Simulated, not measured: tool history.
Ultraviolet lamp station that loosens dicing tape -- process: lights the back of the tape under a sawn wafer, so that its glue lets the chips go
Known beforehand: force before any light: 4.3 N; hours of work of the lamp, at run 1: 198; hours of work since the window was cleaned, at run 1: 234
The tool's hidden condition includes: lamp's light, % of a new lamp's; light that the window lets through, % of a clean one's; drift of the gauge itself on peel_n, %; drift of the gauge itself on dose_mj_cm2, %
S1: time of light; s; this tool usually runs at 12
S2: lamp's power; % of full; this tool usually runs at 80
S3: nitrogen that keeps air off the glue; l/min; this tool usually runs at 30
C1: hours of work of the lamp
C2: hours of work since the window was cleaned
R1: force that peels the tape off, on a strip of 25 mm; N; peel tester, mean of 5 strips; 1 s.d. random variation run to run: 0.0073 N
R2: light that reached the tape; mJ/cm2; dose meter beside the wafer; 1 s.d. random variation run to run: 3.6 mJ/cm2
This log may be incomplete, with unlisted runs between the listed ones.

Run 1, hour 0.0: usual settings; C1 198; C2 234. Result: R1 0.260 N, R2 594 mJ/cm2.
Run 2, hour 11.7: usual settings; C1 205; C2 240. Result: R1 0.272 N, R2 593 mJ/cm2.
Run 3, hour 25.5: usual settings; C1 212; C2 248. Result: R1 0.271 N, R2 592 mJ/cm2.
Run 4, hour 34.0: usual settings but S3 54 l/min; C1 217; C2 253. Result: R1 0.217 N, R2 595 mJ/cm2.
Run 5, hour 50.1: usual settings but S3 54 l/min; C1 226; C2 261. Result: R1 0.215 N, R2 595 mJ/cm2.
Run 6, hour 57.1: usual settings but S3 54 l/min; C1 230; C2 265. Result: R1 0.232 N, R2 599 mJ/cm2.
Run 7, hour 64.5: usual settings but S3 54 l/min; C1 234; C2 269. Result: R1 0.221 N, R2 592 mJ/cm2.
Run 8, hour 74.9: usual settings but S3 54 l/min; C1 239; C2 275. Result: R1 0.219 N, R2 587 mJ/cm2.
Run 9, hour 82.6: usual settings but S2 61 % of full, S3 54 l/min; C1 244; C2 279. Result: R1 0.346 N, R2 453 mJ/cm2.
Run 10, hour 93.1: usual settings but S1 9 s, S2 85 % of full, S3 40 l/min; C1 249; C2 285. Result: R1 0.335 N, R2 470 mJ/cm2.
Run 11, hour 104.4: usual settings but S2 98 % of full; C1 256; C2 291. Result: R1 0.206 N, R2 727 mJ/cm2.
Run 12, hour 113.1: usual settings but S1 8 s, S2 85 % of full, S3 28 l/min; C1 260; C2 296. Result: R1 0.494 N, R2 423 mJ/cm2.
Run 13, hour 126.4: usual settings but S3 28 l/min; C1 268; C2 303. Result: R1 0.278 N, R2 596 mJ/cm2.
Run 14, hour 138.5: usual settings; C1 274; C2 310. Result: R1 0.263 N, R2 590 mJ/cm2.
Run 15, hour 153.8: usual settings; C1 283; C2 319. Result: R1 0.275 N, R2 589 mJ/cm2.
Run 16, hour 161.7: usual settings; C1 287; C2 323. Result: R1 0.266 N, R2 603 mJ/cm2.
Run 17, hour 176.6: usual settings; C1 295; C2 331. Result: R1 0.258 N, R2 597 mJ/cm2.

Forecast each of these 5 alternatives for the next run:
Run A, hour 187.1: usual settings; C1 301; C2 337. Result: R1 ?, R2 ?.
Run B, hour 187.1: usual settings but S1 15 s; C1 301; C2 337. Result: R1 ?, R2 ?.
Run C, hour 187.1: usual settings but S1 21 s, S2 87 % of full, S3 10 l/min; C1 301; C2 337. Result: R1 ?, R2 ?.
Run D, hour 187.1: usual settings but S2 67 % of full; C1 301; C2 337. Result: R1 ?, R2 ?.
Run E, hour 187.1: usual settings but S1 21 s, S3 14 l/min; C1 301; C2 337. Result: R1 ?, R2 ?.

run     R1    R2
  A  0.283   597
  B  0.197   744
  C  0.189  1129
  D  0.348   492
  E  0.180  1044
The same runs, with their run-to-run variation unchanged, on a tool lacking any hidden condition would have given:
run     R1    R2
  A  0.282   598
  B  0.197   745
  C  0.189  1131
  D  0.347   493
  E  0.179  1045
